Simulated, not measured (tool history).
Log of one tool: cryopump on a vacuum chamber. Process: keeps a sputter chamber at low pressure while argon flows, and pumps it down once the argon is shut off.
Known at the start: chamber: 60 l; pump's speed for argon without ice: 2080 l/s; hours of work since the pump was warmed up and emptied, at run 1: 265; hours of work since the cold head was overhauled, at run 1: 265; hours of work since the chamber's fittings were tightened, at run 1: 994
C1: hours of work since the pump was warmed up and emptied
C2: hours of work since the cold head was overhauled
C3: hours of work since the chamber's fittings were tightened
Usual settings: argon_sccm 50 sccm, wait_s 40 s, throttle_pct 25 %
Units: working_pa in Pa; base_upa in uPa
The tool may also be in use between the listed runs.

run 1 hour=0 | argon_sccm=50 wait_s=40 throttle_pct=25 | C1=265 C2=265 C3=994 | working_pa=0.1647 base_upa=2.69
run 2 hour=7.9 | argon_sccm=50 wait_s=40 throttle_pct=25 | C1=271 C2=271 C3=1000 | working_pa=0.1636 base_upa=2.66
run 3 hour=17.2 | argon_sccm=50 wait_s=40 throttle_pct=25 | C1=278 C2=278 C3=1007 | working_pa=0.1644 base_upa=2.79
run 4 hour=31.6 | argon_sccm=50 wait_s=206 throttle_pct=25 | C1=288 C2=288 C3=1017 | working_pa=0.1634 base_upa=1.29
run 5 hour=42.6 | argon_sccm=50 wait_s=206 throttle_pct=25 | C1=296 C2=296 C3=1025 | working_pa=0.1641 base_upa=1.34
run 6 hour=52.5 | argon_sccm=50 wait_s=206 throttle_pct=25 | C1=304 C2=304 C3=1033 | working_pa=0.1656 base_upa=1.31
run 7 hour=59.1 | argon_sccm=50 wait_s=43 throttle_pct=25 | C1=308 C2=308 C3=1038 | working_pa=0.1654 base_upa=2.61
run 8 hour=66.2 | argon_sccm=50 wait_s=43 throttle_pct=25 | C1=314 C2=314 C3=1043 | working_pa=0.1641 base_upa=2.59
run 9 hour=79.8 | argon_sccm=50 wait_s=40 throttle_pct=25 | C1=324 C2=324 C3=1053 | working_pa=0.1639 base_upa=2.84
run 10 hour=93.5 | argon_sccm=50 wait_s=40 throttle_pct=25 | C1=334 C2=334 C3=1063 | working_pa=0.1652 base_upa=2.78
run 11 hour=105.6 | argon_sccm=50 wait_s=40 throttle_pct=25 | C1=343 C2=343 C3=1072 | working_pa=0.1647 base_upa=2.73
run 12 hour=118.6 | argon_sccm=50 wait_s=40 throttle_pct=52 | C1=352 C2=352 C3=1081 | working_pa=0.0809 base_upa=2.78
run 13 hour=129.5 | argon_sccm=50 wait_s=40 throttle_pct=52 | C1=360 C2=360 C3=1089 | working_pa=0.0805 base_upa=2.81
run 14 hour=140 | argon_sccm=79 wait_s=40 throttle_pct=25 | C1=368 C2=368 C3=1097 | working_pa=0.2614 base_upa=2.8
run 15 hour=154.4 | argon_sccm=100 wait_s=40 throttle_pct=25 | C1=378 C2=378 C3=1108 | working_pa=0.3301 base_upa=2.85
run 16 hour=161.9 | argon_sccm=100 wait_s=40 throttle_pct=25 | C1=384 C2=384 C3=1113 | working_pa=0.3298 base_upa=2.76
run 17 hour=168.8 | argon_sccm=100 wait_s=40 throttle_pct=25 | C1=389 C2=389 C3=1118 | working_pa=0.3297 base_upa=2.89
run 18 hour=179.4 | argon_sccm=100 wait_s=40 throttle_pct=25 | C1=397 C2=397 C3=1126 | working_pa=0.3311 base_upa=2.82
run 19 hour=191.1 | argon_sccm=59 wait_s=40 throttle_pct=34 | C1=405 C2=405 C3=1134 | working_pa=0.1445 base_upa=2.85
run 20 hour=200.1 | argon_sccm=59 wait_s=40 throttle_pct=34 | C1=412 C2=412 C3=1141 | working_pa=0.1445 base_upa=2.88
run 21 hour=215.4 | argon_sccm=59 wait_s=40 throttle_pct=34 | C1=423 C2=423 C3=1152 | working_pa=0.1447 base_upa=2.88
run 22 hour=222.5 | argon_sccm=63 wait_s=29 throttle_pct=34 | C1=428 C2=428 C3=1158 | working_pa=0.1555 base_upa=3.51
run 23 hour=230.2 | argon_sccm=43 wait_s=40 throttle_pct=33 | C1=434 C2=434 C3=1163 | working_pa=0.1083 base_upa=2.93
run 24 hour=236.9 | argon_sccm=54 wait_s=286 throttle_pct=53 | C1=439 C2=439 C3=1168 | working_pa=0.0864 base_upa=1.35
run 25 hour=252.7 | argon_sccm=42 wait_s=69 throttle_pct=53 | C1=451 C2=451 C3=1180 | working_pa=0.0661 base_upa=2.14
run 26 hour=264.9 | argon_sccm=31 wait_s=298 throttle_pct=30 | C1=460 C2=460 C3=1189 | working_pa=0.0871 base_upa=1.34
run 27 hour=272.5 | argon_sccm=31 wait_s=298 throttle_pct=30 | C1=465 C2=465 C3=1194 | working_pa=0.0858 base_upa=1.35
run 28 hour=284.1 | argon_sccm=50 wait_s=34 throttle_pct=54 | C1=474 C2=474 C3=1203 | working_pa=0.0782 base_upa=3.19
run 29 hour=296.2 | argon_sccm=64 wait_s=21 throttle_pct=32 | C1=483 C2=483 C3=1212 | working_pa=0.1666 base_upa=4.53
run 30 hour=309.6 | argon_sccm=64 wait_s=21 throttle_pct=32 | C1=492 C2=492 C3=1222 | working_pa=0.1675 base_upa=4.51
run 31 hour=323 | argon_sccm=68 wait_s=52 throttle_pct=16 | C1=502 C2=502 C3=1231 | working_pa=0.3508 base_upa=2.5
run 32 hour=334.8 | argon_sccm=50 wait_s=135 throttle_pct=24 | C1=511 C2=511 C3=1240 | working_pa=0.1723 base_upa=1.71
run 33 hour=342.3 | argon_sccm=50 wait_s=137 throttle_pct=43 | C1=516 C2=516 C3=1246 | working_pa=0.0992 base_upa=1.7
run 34 hour=350.1 | argon_sccm=44 wait_s=81 throttle_pct=25 | C1=522 C2=522 C3=1251 | working_pa=0.1473 base_upa=2.07
run 35 hour=359.8 | argon_sccm=69 wait_s=40 throttle_pct=25 | C1=529 C2=529 C3=1258 | working_pa=0.2287 base_upa=2.99

3 ways to go on from here, each from the tool as it stands after run 35. What would each give?
run A hour=374.1 | argon_sccm=54 wait_s=26 throttle_pct=58 | C1=540 C2=540 C3=1269 | working_pa=? base_upa=?
run B hour=374.1 | argon_sccm=30 wait_s=40 throttle_pct=25 | C1=540 C2=540 C3=1269 | working_pa=? base_upa=?
run C hour=374.1 | argon_sccm=57 wait_s=40 throttle_pct=17 | C1=540 C2=540 C3=1269 | working_pa=? base_upa=?

run=A working_pa=0.0792 base_upa=3.85
run=B working_pa=0.0994 base_upa=3.03
run=C working_pa=0.2765 base_upa=3
Without the tool's hidden state the same runs would have given:
run=A working_pa=0.0751 base_upa=2.82
run=B working_pa=0.0971 base_upa=1.96
run=C working_pa=0.2722 base_upa=1.93

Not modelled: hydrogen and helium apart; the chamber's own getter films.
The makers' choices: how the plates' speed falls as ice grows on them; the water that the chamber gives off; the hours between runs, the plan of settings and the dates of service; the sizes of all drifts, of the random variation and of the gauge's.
